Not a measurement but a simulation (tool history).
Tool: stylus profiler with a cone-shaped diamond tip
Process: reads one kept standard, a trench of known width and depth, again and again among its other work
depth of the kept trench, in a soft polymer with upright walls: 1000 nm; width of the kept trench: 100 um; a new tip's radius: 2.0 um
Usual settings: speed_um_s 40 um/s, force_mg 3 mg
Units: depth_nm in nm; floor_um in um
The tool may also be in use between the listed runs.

run,day,speed_um_s,force_mg,depth_nm,floor_um
1,0,40,3,1016.08,96.34
2,5.062,77,3,1016.22,96.17
3,7.738,77,3,1016.29,96.16
# day 12.417: new tip fitted, height scale calibrated
4,12.588,40,3,1016,96.27
5,17.708,40,3,1016.47,96.37
6,23.138,40,3,1016.09,96.3
7,25.783,40,3,1016.26,96.36
8,30.45,40,3,1015.84,96.31
9,33.725,55,1.49,1010.51,96.22
10,37.308,33,7.42,1029.59,96.41
11,41.925,33,8.54,1032.16,96.44
12,44.233,40,1.29,1009.3,96.22
13,49.475,13,1.15,1008.44,96.45
14,54.496,13,1.15,1009.05,96.4

Forecast run 15:
15,57.221,40,7.72,?,?

depth_nm: 1030.48 nm
floor_um: 96.37 um
Without the tool's hidden state the same run would have given depth_nm 1030.47 nm, floor_um 96.38 um.
